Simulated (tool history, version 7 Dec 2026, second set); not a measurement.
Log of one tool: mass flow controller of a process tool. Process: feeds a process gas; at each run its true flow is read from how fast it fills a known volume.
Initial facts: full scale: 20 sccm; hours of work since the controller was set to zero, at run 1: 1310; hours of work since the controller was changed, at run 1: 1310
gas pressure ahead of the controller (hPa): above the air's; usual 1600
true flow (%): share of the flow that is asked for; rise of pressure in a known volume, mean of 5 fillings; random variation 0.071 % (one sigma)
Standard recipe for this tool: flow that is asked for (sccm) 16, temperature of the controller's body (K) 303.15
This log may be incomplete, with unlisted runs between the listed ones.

| run | day | flow that is asked for (sccm) | gas pressure ahead of the controller (hPa) | temperature of the controller's body (K) | hours of work since the controller was set to zero | hours of work since the controller was changed | true flow (%) |
|---|---|---|---|---|---|---|---|
| 1 | 0.000 | 16 | 1600 | 303.15 | 1310 | 1310 | 99.17 |
| 2 | 14.600 | 16 | 1600 | 303.15 | 1436 | 1436 | 99.15 |
| 3 | 22.746 | 16 | 1600 | 303.15 | 1507 | 1507 | 99.18 |
| 4 | 30.179 | 5 | 1600 | 303.15 | 1571 | 1571 | 98.42 |
| 5 | 38.483 | 5 | 1600 | 303.15 | 1643 | 1643 | 98.33 |
| 6 | 48.942 | 5 | 1600 | 303.15 | 1734 | 1734 | 98.43 |
| 7 | 60.662 | 5 | 1600 | 303.15 | 1836 | 1836 | 98.35 |
| 8 | 70.017 | 9 | 1600 | 303.15 | 1917 | 1917 | 98.35 |
| 9 | 78.279 | 16 | 1490 | 303.15 | 1988 | 1988 | 98.95 |
| 10 | 90.421 | 16 | 1600 | 303.15 | 2094 | 2094 | 98.90 |
|  | 91.571 | controller's zero set anew |
| 11 | 100.217 | 16 | 1600 | 302.15 | 75 | 2179 | 98.89 |
| 12 | 107.212 | 16 | 1600 | 302.15 | 136 | 2239 | 98.89 |
| 13 | 121.608 | 16 | 2510 | 295.15 | 261 | 2364 | 99.24 |
|  | 124.288 | controller's zero set anew, once more |
| 14 | 130.188 | 16 | 1670 | 302.15 | 51 | 2438 | 98.50 |
| 15 | 141.858 | 16 | 2000 | 298.15 | 152 | 2540 | 98.45 |
| 16 | 152.008 | 16 | 2000 | 298.15 | 240 | 2628 | 98.35 |
| 17 | 160.721 | 16 | 2000 | 298.15 | 316 | 2703 | 98.32 |
| 18 | 166.996 | 16 | 1600 | 294.15 | 370 | 2758 | 97.92 |
| 19 | 180.533 | 16 | 1600 | 294.15 | 488 | 2875 | 97.86 |
| 20 | 192.042 | 16 | 1600 | 294.15 | 588 | 2975 | 97.73 |
| 21 | 205.754 | 16 | 1600 | 309.15 | 707 | 3094 | 98.68 |
| 22 | 219.058 | 16 | 1600 | 297.15 | 822 | 3209 | 97.85 |

Consider 4 possible next runs. They are alternatives, not a sequence: every one starts from the tool as it was left by run 22. What does each give?
| A | 233.575 | 3 | 2420 | 296.15 | 948 | 3335 | ? |
| B | 233.575 | 12 | 1600 | 297.15 | 948 | 3335 | ? |
| C | 233.575 | 2 | 1410 | 293.15 | 948 | 3335 | ? |
| D | 233.575 | 3 | 1600 | 297.15 | 948 | 3335 | ? |

| run | true flow (%) |
|---|---|
| A | 97.36 |
| B | 97.38 |
| C | 96.95 |
| D | 97.03 |
Had the tool no hidden state, the same runs would have come out as:
| run | true flow (%) |
|---|---|
| A | 97.61 |
| B | 98.55 |
| C | 96.58 |
| D | 97.28 |
